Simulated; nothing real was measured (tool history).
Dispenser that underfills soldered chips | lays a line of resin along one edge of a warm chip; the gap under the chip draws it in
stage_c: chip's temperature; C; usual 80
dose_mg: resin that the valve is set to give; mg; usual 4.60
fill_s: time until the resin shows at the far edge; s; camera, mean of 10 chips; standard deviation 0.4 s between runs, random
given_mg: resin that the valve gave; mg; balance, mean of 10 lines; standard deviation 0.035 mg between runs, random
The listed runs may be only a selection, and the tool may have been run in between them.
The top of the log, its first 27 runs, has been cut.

Run 28, hour 131.4: usual settings but stage_c 76 C, dose_mg 3.97 mg. Result: fill_s 43.1 s, given_mg 3.77 mg.
Run 29, hour 134.2: usual settings but stage_c 77 C, dose_mg 4.02 mg. Result: fill_s 44.3 s, given_mg 3.70 mg.
Run 30, hour 138.5: usual settings but stage_c 90 C, dose_mg 4.82 mg. Result: fill_s 29.1 s, given_mg 4.55 mg.
At hour 139.3: new syringe of resin.
Run 31, hour 142.1: usual settings but stage_c 90 C, dose_mg 3.92 mg. Result: fill_s 20.7 s, given_mg 3.61 mg.
Run 32, hour 147.3: usual settings but stage_c 81 C, dose_mg 5.89 mg. Result: fill_s 34.7 s, given_mg 5.54 mg.
At hour 152.6: new syringe of resin.
Run 33, hour 153.5: usual settings but stage_c 81 C, dose_mg 5.89 mg. Result: fill_s 25.8 s, given_mg 5.40 mg.
Run 34, hour 156.9: usual settings but stage_c 78 C, dose_mg 4.29 mg. Result: fill_s 35.5 s, given_mg 3.96 mg.
Run 35, hour 159.6: usual settings but stage_c 77 C, dose_mg 5.77 mg. Result: fill_s 40.6 s, given_mg 5.36 mg.
At hour 165.8: new syringe of resin.
Run 36, hour 166.1: usual settings but stage_c 77 C, dose_mg 5.77 mg. Result: fill_s 29.2 s, given_mg 5.33 mg.

Alternative continuations, all from the tool just after run 36; predict every row:
Run A, hour 169.0: usual settings but stage_c 86 C, dose_mg 4.36 mg. Result: fill_s ?, given_mg ?.
Run B, hour 169.0: usual settings but stage_c 90 C, dose_mg 5.36 mg. Result: fill_s ?, given_mg ?.
Run C, hour 169.0: usual settings but stage_c 89 C, dose_mg 5.89 mg. Result: fill_s ?, given_mg ?.
Run D, hour 169.0: usual settings but stage_c 71 C. Result: fill_s ?, given_mg ?.

run  fill_s  given_mg
  A    23.1      4.02
  B    18.9      4.89
  C    19.6      5.39
  D    45.1      4.17
With no hidden state in the tool, these same runs would have given:
run  fill_s  given_mg
  A    20.9      4.38
  B    17.3      5.33
  C    18.0      5.88
  D    41.0      4.54

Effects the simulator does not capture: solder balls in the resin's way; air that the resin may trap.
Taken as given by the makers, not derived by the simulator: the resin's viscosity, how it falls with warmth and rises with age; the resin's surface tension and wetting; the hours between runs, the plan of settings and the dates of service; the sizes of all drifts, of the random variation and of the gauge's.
